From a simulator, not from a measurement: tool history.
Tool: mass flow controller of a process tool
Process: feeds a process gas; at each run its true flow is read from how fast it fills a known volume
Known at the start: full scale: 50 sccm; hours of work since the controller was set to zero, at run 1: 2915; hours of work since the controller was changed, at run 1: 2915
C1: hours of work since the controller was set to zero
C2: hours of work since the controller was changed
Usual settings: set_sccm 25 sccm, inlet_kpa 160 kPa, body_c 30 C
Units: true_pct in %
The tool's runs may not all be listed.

run 1 hour=0.0 | set_sccm=25 inlet_kpa=160 body_c=30 | C1=2915 C2=2915 | true_pct=98.85
run 2 hour=108.1 | set_sccm=25 inlet_kpa=160 body_c=30 | C1=2996 C2=2996 | true_pct=98.62
run 3 hour=186.9 | set_sccm=46 inlet_kpa=160 body_c=30 | C1=3055 C2=3055 | true_pct=100.10
run 4 hour=285.8 | set_sccm=46 inlet_kpa=160 body_c=30 | C1=3130 C2=3130 | true_pct=99.99
run 5 hour=381.1 | set_sccm=46 inlet_kpa=160 body_c=30 | C1=3201 C2=3201 | true_pct=99.85
run 6 hour=450.6 | set_sccm=25 inlet_kpa=160 body_c=31 | C1=3254 C2=3254 | true_pct=98.40
run 7 hour=534.4 | set_sccm=25 inlet_kpa=160 body_c=31 | C1=3317 C2=3317 | true_pct=98.34
run 8 hour=647.1 | set_sccm=25 inlet_kpa=160 body_c=31 | C1=3401 C2=3401 | true_pct=98.12
run 9 hour=766.4 | set_sccm=25 inlet_kpa=160 body_c=31 | C1=3491 C2=3491 | true_pct=98.05
run 10 hour=855.8 | set_sccm=15 inlet_kpa=160 body_c=30 | C1=3558 C2=3558 | true_pct=97.11
run 11 hour=967.2 | set_sccm=25 inlet_kpa=160 body_c=30 | C1=3642 C2=3642 | true_pct=97.81
run 12 hour=1061.4 | set_sccm=25 inlet_kpa=160 body_c=30 | C1=3713 C2=3713 | true_pct=97.67
run 13 hour=1177.3 | set_sccm=25 inlet_kpa=160 body_c=30 | C1=3800 C2=3800 | true_pct=97.65
run 14 hour=1284.3 | set_sccm=25 inlet_kpa=160 body_c=30 | C1=3881 C2=3881 | true_pct=97.48
-- hour=1360.2 gauge calibrated
run 15 hour=1361.9 | set_sccm=25 inlet_kpa=160 body_c=30 | C1=3939 C2=3939 | true_pct=98.82
run 16 hour=1451.2 | set_sccm=25 inlet_kpa=160 body_c=30 | C1=4006 C2=4006 | true_pct=98.72
run 17 hour=1562.3 | set_sccm=20 inlet_kpa=160 body_c=22 | C1=4090 C2=4090 | true_pct=97.58
run 18 hour=1625.4 | set_sccm=20 inlet_kpa=272 body_c=20 | C1=4137 C2=4137 | true_pct=96.87
run 19 hour=1726.4 | set_sccm=20 inlet_kpa=272 body_c=20 | C1=4213 C2=4213 | true_pct=96.74
run 20 hour=1812.8 | set_sccm=28 inlet_kpa=160 body_c=30 | C1=4278 C2=4278 | true_pct=98.42

Forecast run 21:
run 21 hour=1873.1 | set_sccm=46 inlet_kpa=173 body_c=30 | C1=4324 C2=4324 | true_pct=?

{"run 21": {"true_pct": 99.65}}
Without the tool's hidden state the same run would have given true_pct 100.24 %.
